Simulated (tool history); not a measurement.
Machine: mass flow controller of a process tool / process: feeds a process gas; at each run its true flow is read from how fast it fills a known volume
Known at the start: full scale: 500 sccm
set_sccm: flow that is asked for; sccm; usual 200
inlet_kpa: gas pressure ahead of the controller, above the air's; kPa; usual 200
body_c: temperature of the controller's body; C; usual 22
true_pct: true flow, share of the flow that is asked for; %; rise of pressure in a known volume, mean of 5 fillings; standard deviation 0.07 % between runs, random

| run | hour | set_sccm | inlet_kpa | body_c | true_pct |
|---|---|---|---|---|---|
| 1 | 0 | 200 | 200 | 22 | 98.14 |
| 2 | 300.5 | 200 | 200 | 22 | 98.18 |
| 3 | 597.4 | 200 | 200 | 22 | 98.06 |
| 4 | 791.6 | 200 | 200 | 22 | 98.19 |
| 5 | 1058.2 | 200 | 200 | 22 | 98.1 |
| 6 | 1309.1 | 57 | 200 | 22 | 91.17 |
| 7 | 1597.9 | 200 | 200 | 37 | 97.31 |
| 8 | 1785.1 | 200 | 200 | 22 | 98.15 |
|  | 1813.3 | controller's zero set anew |
| 9 | 2033.9 | 200 | 200 | 22 | 97.05 |
| 10 | 2220.7 | 200 | 200 | 27 | 96.64 |
| 11 | 2411.5 | 200 | 200 | 27 | 96.69 |
| 12 | 2624.5 | 117 | 233 | 33 | 93.15 |
|  | 2664.8 | controller's zero set anew, once more |
| 13 | 2800.8 | 117 | 233 | 33 | 99.57 |
| 14 | 3088.3 | 117 | 233 | 33 | 99.53 |
| 15 | 3364.7 | 200 | 163 | 22 | 100.91 |
| 16 | 3557.5 | 232 | 244 | 32 | 100.04 |
| 17 | 3816 | 244 | 200 | 22 | 100.92 |
| 18 | 4099.8 | 200 | 200 | 20 | 100.85 |
| 19 | 4237 | 200 | 200 | 20 | 100.7 |
| 20 | 4500.5 | 200 | 276 | 23 | 100.08 |
| 21 | 4679.2 | 200 | 216 | 35 | 99.84 |
| 22 | 4834 | 200 | 216 | 35 | 99.83 |

Predict each of these 5 candidate next runs independently; none follows another, all start after run 22:
| A | 4983.1 | 200 | 145 | 22 | ? |
| B | 4983.1 | 200 | 237 | 23 | ? |
| C | 4983.1 | 409 | 278 | 22 | ? |
| D | 4983.1 | 145 | 216 | 35 | ? |
| E | 4983.1 | 139 | 235 | 27 | ? |

| run | true_pct |
|---|---|
| A | 100.92 |
| B | 100.28 |
| C | 101.14 |
| D | 99.42 |
| E | 99.87 |
Without the tool's unlogged condition, the same runs would have read:
| run | true_pct |
|---|---|
| A | 99.33 |
| B | 98.68 |
| C | 99.29 |
| D | 98.02 |
| E | 98.5 |
